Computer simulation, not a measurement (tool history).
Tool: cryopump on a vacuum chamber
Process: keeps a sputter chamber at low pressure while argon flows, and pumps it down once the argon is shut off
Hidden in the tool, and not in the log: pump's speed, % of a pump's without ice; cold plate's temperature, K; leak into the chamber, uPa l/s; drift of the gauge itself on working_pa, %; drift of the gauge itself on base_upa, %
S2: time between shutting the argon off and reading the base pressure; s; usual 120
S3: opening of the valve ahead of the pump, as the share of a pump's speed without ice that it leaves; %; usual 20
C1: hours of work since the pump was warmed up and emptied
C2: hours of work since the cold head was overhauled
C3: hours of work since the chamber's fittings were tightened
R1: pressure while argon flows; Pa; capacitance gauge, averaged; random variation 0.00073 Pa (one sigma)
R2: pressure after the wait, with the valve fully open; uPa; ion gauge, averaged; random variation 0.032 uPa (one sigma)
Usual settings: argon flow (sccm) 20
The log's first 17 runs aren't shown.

Run 18, hour 1134.7: usual settings but S2 28 s, S3 27 %; C1 115; C2 1114; C3 369. Result: R1 0.1385 Pa, R2 6.38 uPa.
Run 19, hour 1180.8: usual settings but S2 35 s, S3 44 %; C1 152; C2 1151; C3 406. Result: R1 0.0864 Pa, R2 5.42 uPa.
Run 20, hour 1239.5: usual settings but argon flow (sccm) 29, S2 104 s, S3 54 %; C1 198; C2 1197; C3 452. Result: R1 0.1028 Pa, R2 2.43 uPa.
Run 21, hour 1290.3: usual settings but argon flow (sccm) 29, S2 104 s, S3 54 %; C1 238; C2 1237; C3 492. Result: R1 0.1030 Pa, R2 2.41 uPa.
Run 22, hour 1370.1: usual settings but argon flow (sccm) 29, S2 104 s, S3 54 %; C1 301; C2 1300; C3 555. Result: R1 0.1024 Pa, R2 2.62 uPa.
Run 23, hour 1407.5: usual settings but argon flow (sccm) 29, S2 104 s, S3 54 %; C1 331; C2 1330; C3 585. Result: R1 0.1037 Pa, R2 2.49 uPa.
Run 24, hour 1452.1: usual settings but argon flow (sccm) 29, S2 238 s, S3 54 %; C1 366; C2 1365; C3 620. Result: R1 0.1035 Pa, R2 1.78 uPa.
Run 25, hour 1511.1: usual settings but argon flow (sccm) 29, S2 238 s, S3 18 %; C1 413; C2 1412; C3 667. Result: R1 0.3035 Pa, R2 1.83 uPa.
Run 26, hour 1568.7: usual settings but argon flow (sccm) 9, S2 89 s, S3 27 %; C1 458; C2 1457; C3 712. Result: R1 0.0633 Pa, R2 2.99 uPa.
Run 27, hour 1629.4: usual settings but argon flow (sccm) 9, S2 34 s, S3 41 %; C1 506; C2 1505; C3 760. Result: R1 0.0414 Pa, R2 6.02 uPa.
Run 28, hour 1684.8: usual settings but argon flow (sccm) 10, S2 20 s; C1 550; C2 1549; C3 804. Result: R1 0.0955 Pa, R2 9.26 uPa.
Run 29, hour 1766.6: usual settings but argon flow (sccm) 10, S2 20 s; C1 615; C2 1614; C3 869. Result: R1 0.0958 Pa, R2 9.03 uPa.
Run 30, hour 1803.8: usual settings but argon flow (sccm) 24, S2 34 s, S3 34 %; C1 644; C2 1643; C3 898. Result: R1 0.1365 Pa, R2 6.19 uPa.
Run 31, hour 1881.6: usual settings but argon flow (sccm) 24, S2 34 s, S3 34 %; C1 706; C2 1705; C3 960. Result: R1 0.1371 Pa, R2 6.35 uPa.
Run 32, hour 1923.7: usual settings but argon flow (sccm) 29, S2 106 s; C1 739; C2 1738; C3 993. Result: R1 0.2770 Pa, R2 3.17 uPa.
Run 33, hour 1969.8: usual settings but argon flow (sccm) 12; C1 775; C2 1774; C3 1029. Result: R1 0.1148 Pa, R2 3.03 uPa.

Forecast each of these 3 alternatives for the next run:
Run A, hour 2018.9: usual settings but argon flow (sccm) 9, S2 94 s, S3 45 %; C1 814; C2 1813; C3 1068. Result: R1 ?, R2 ?.
Run B, hour 2018.9: usual settings but argon flow (sccm) 12, S2 121 s, S3 32 %; C1 814; C2 1813; C3 1068. Result: R1 ?, R2 ?.
Run C, hour 2018.9: usual settings but argon flow (sccm) 15, S3 31 %; C1 814; C2 1813; C3 1068. Result: R1 ?, R2 ?.

run      R1    R2
  A  0.0397  3.34
  B  0.0727  3.10
  C  0.0936  3.11
Without the tool's hidden state the same runs would have given:
run      R1    R2
  A  0.0375  1.94
  B  0.0698  1.64
  C  0.0899  1.66
